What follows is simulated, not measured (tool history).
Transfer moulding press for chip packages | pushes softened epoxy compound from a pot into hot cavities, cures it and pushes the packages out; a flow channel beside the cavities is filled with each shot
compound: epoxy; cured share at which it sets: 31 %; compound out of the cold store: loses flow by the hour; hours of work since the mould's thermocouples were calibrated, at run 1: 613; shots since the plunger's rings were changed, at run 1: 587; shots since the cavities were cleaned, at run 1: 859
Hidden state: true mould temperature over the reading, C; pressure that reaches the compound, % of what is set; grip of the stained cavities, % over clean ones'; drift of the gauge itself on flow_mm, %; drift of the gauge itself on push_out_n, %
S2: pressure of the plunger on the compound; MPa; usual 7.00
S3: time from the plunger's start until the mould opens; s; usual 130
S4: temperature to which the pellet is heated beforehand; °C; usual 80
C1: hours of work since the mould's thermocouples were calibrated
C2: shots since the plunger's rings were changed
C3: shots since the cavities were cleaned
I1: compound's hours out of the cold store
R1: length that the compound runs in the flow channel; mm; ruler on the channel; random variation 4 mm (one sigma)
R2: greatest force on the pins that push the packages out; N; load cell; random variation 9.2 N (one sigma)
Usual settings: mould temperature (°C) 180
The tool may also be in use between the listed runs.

{"run": 1, "hour": 0.0, "mould temperature (°C)": 180, "S2": 7.0, "S3": 130, "S4": 80, "C1": 613, "C2": 587, "C3": 859, "I1": 47.9, "R1": 493, "R2": 410}
{"hour": 23.5, "done": "cavities cleaned with cleaning compound and waxed"}
{"run": 2, "hour": 35.1, "mould temperature (°C)": 180, "S2": 7.0, "S3": 130, "S4": 80, "C1": 637, "C2": 971, "C3": 133, "I1": 42.2, "R1": 508, "R2": 411}
{"run": 3, "hour": 66.8, "mould temperature (°C)": 180, "S2": 7.0, "S3": 130, "S4": 80, "C1": 661, "C2": 1332, "C3": 494, "I1": 17.4, "R1": 575, "R2": 419}
{"run": 4, "hour": 87.4, "mould temperature (°C)": 180, "S2": 7.0, "S3": 130, "S4": 77, "C1": 676, "C2": 1568, "C3": 730, "I1": 41.4, "R1": 510, "R2": 419}
{"hour": 108.8, "done": "mould's thermocouples calibrated"}
{"run": 5, "hour": 111.7, "mould temperature (°C)": 180, "S2": 7.0, "S3": 130, "S4": 80, "C1": 2, "C2": 1821, "C3": 983, "I1": 34.9, "R1": 530, "R2": 411}
{"hour": 123.9, "done": "cavities cleaned with cleaning compound and waxed"}
{"run": 6, "hour": 133.3, "mould temperature (°C)": 180, "S2": 7.0, "S3": 130, "S4": 80, "C1": 17, "C2": 2051, "C3": 107, "I1": 11.3, "R1": 587, "R2": 425}
{"run": 7, "hour": 160.4, "mould temperature (°C)": 180, "S2": 7.0, "S3": 130, "S4": 80, "C1": 37, "C2": 2360, "C3": 416, "I1": 35.8, "R1": 521, "R2": 402}
{"run": 8, "hour": 190.8, "mould temperature (°C)": 180, "S2": 7.0, "S3": 130, "S4": 80, "C1": 59, "C2": 2707, "C3": 763, "I1": 45.3, "R1": 502, "R2": 415}
{"run": 9, "hour": 213.2, "mould temperature (°C)": 180, "S2": 7.0, "S3": 130, "S4": 75, "C1": 75, "C2": 2963, "C3": 1019, "I1": 18.5, "R1": 571, "R2": 419}
{"hour": 221.7, "done": "cavities cleaned with cleaning compound and waxed"}
{"run": 10, "hour": 238.4, "mould temperature (°C)": 180, "S2": 7.0, "S3": 130, "S4": 75, "C1": 93, "C2": 3233, "C3": 191, "I1": 21.9, "R1": 559, "R2": 423}
{"run": 11, "hour": 268.6, "mould temperature (°C)": 180, "S2": 7.0, "S3": 130, "S4": 75, "C1": 115, "C2": 3577, "C3": 535, "I1": 46.9, "R1": 494, "R2": 411}
{"run": 12, "hour": 299.2, "mould temperature (°C)": 174, "S2": 7.0, "S3": 130, "S4": 75, "C1": 137, "C2": 3927, "C3": 885, "I1": 27.9, "R1": 548, "R2": 517}
{"hour": 320.3, "done": "cavities cleaned with cleaning compound and waxed"}
{"run": 13, "hour": 322.3, "mould temperature (°C)": 174, "S2": 7.0, "S3": 130, "S4": 75, "C1": 153, "C2": 4173, "C3": 23, "I1": 19.1, "R1": 574, "R2": 503}
{"run": 14, "hour": 338.7, "mould temperature (°C)": 174, "S2": 7.0, "S3": 130, "S4": 75, "C1": 165, "C2": 4360, "C3": 210, "I1": 8.3, "R1": 609, "R2": 551}
{"run": 15, "hour": 361.7, "mould temperature (°C)": 174, "S2": 8.42, "S3": 130, "S4": 86, "C1": 182, "C2": 4622, "C3": 472, "I1": 29.8, "R1": 599, "R2": 494}
{"run": 16, "hour": 383.8, "mould temperature (°C)": 180, "S2": 7.0, "S3": 169, "S4": 80, "C1": 198, "C2": 4874, "C3": 724, "I1": 22.7, "R1": 555, "R2": 380}
{"run": 17, "hour": 400.9, "mould temperature (°C)": 180, "S2": 7.0, "S3": 169, "S4": 80, "C1": 211, "C2": 5069, "C3": 919, "I1": 15.0, "R1": 579, "R2": 389}
{"hour": 418.0, "done": "cavities cleaned with cleaning compound and waxed"}
{"run": 18, "hour": 437.0, "mould temperature (°C)": 184, "S2": 6.05, "S3": 161, "S4": 81, "C1": 236, "C2": 5464, "C3": 216, "I1": 15.4, "R1": 528, "R2": 378}
{"run": 19, "hour": 460.3, "mould temperature (°C)": 182, "S2": 8.31, "S3": 130, "S4": 74, "C1": 253, "C2": 5731, "C3": 483, "I1": 26.5, "R1": 590, "R2": 415}
{"run": 20, "hour": 483.6, "mould temperature (°C)": 180, "S2": 8.54, "S3": 167, "S4": 85, "C1": 270, "C2": 5996, "C3": 748, "I1": 17.4, "R1": 633, "R2": 394}
{"run": 21, "hour": 504.8, "mould temperature (°C)": 180, "S2": 5.94, "S3": 125, "S4": 80, "C1": 286, "C2": 6237, "C3": 989, "I1": 28.7, "R1": 490, "R2": 414}
{"hour": 516.5, "done": "cavities cleaned with cleaning compound and waxed"}
{"hour": 523.0, "done": "plunger's sealing rings changed"}
{"run": 22, "hour": 534.2, "mould temperature (°C)": 180, "S2": 5.94, "S3": 125, "S4": 80, "C1": 304, "C2": 128, "C3": 173, "I1": 34.7, "R1": 481, "R2": 428}
{"run": 23, "hour": 560.0, "mould temperature (°C)": 180, "S2": 7.35, "S3": 130, "S4": 80, "C1": 323, "C2": 421, "C3": 466, "I1": 23.9, "R1": 560, "R2": 434}
{"run": 24, "hour": 578.9, "mould temperature (°C)": 180, "S2": 7.35, "S3": 130, "S4": 80, "C1": 337, "C2": 638, "C3": 683, "I1": 35.7, "R1": 535, "R2": 398}
{"run": 25, "hour": 597.1, "mould temperature (°C)": 180, "S2": 7.35, "S3": 130, "S4": 80, "C1": 350, "C2": 845, "C3": 890, "I1": 36.1, "R1": 539, "R2": 401}
{"hour": 617.1, "done": "cavities cleaned with cleaning compound and waxed"}
{"run": 26, "hour": 632.9, "mould temperature (°C)": 180, "S2": 6.83, "S3": 169, "S4": 80, "C1": 376, "C2": 1237, "C3": 181, "I1": 18.6, "R1": 554, "R2": 390}
{"run": 27, "hour": 663.8, "mould temperature (°C)": 188, "S2": 5.85, "S3": 119, "S4": 78, "C1": 398, "C2": 1589, "C3": 533, "I1": 9.7, "R1": 523, "R2": 380}
{"run": 28, "hour": 684.8, "mould temperature (°C)": 177, "S2": 6.15, "S3": 140, "S4": 75, "C1": 414, "C2": 1829, "C3": 773, "I1": 10.8, "R1": 561, "R2": 431}

Forecast each of these 3 alternatives for the next run:
{"run": "A", "hour": 711.2, "mould temperature (°C)": 180, "S2": 7.0, "S3": 130, "S4": 84, "C1": 433, "C2": 2129, "C3": 1073, "I1": 38.0, "R1": "?", "R2": "?"}
{"run": "B", "hour": 711.2, "mould temperature (°C)": 180, "S2": 7.0, "S3": 130, "S4": 76, "C1": 433, "C2": 2129, "C3": 1073, "I1": 41.5, "R1": "?", "R2": "?"}
{"run": "C", "hour": 711.2, "mould temperature (°C)": 180, "S2": 7.0, "S3": 118, "S4": 86, "C1": 433, "C2": 2129, "C3": 1073, "I1": 17.3, "R1": "?", "R2": "?"}

run=A R1=515 R2=427
run=B R1=511 R2=419
run=C R1=570 R2=441
Without the tool's hidden state the same runs would have given:
run=A R1=515 R2=422
run=B R1=511 R2=413
run=C R1=571 R2=434
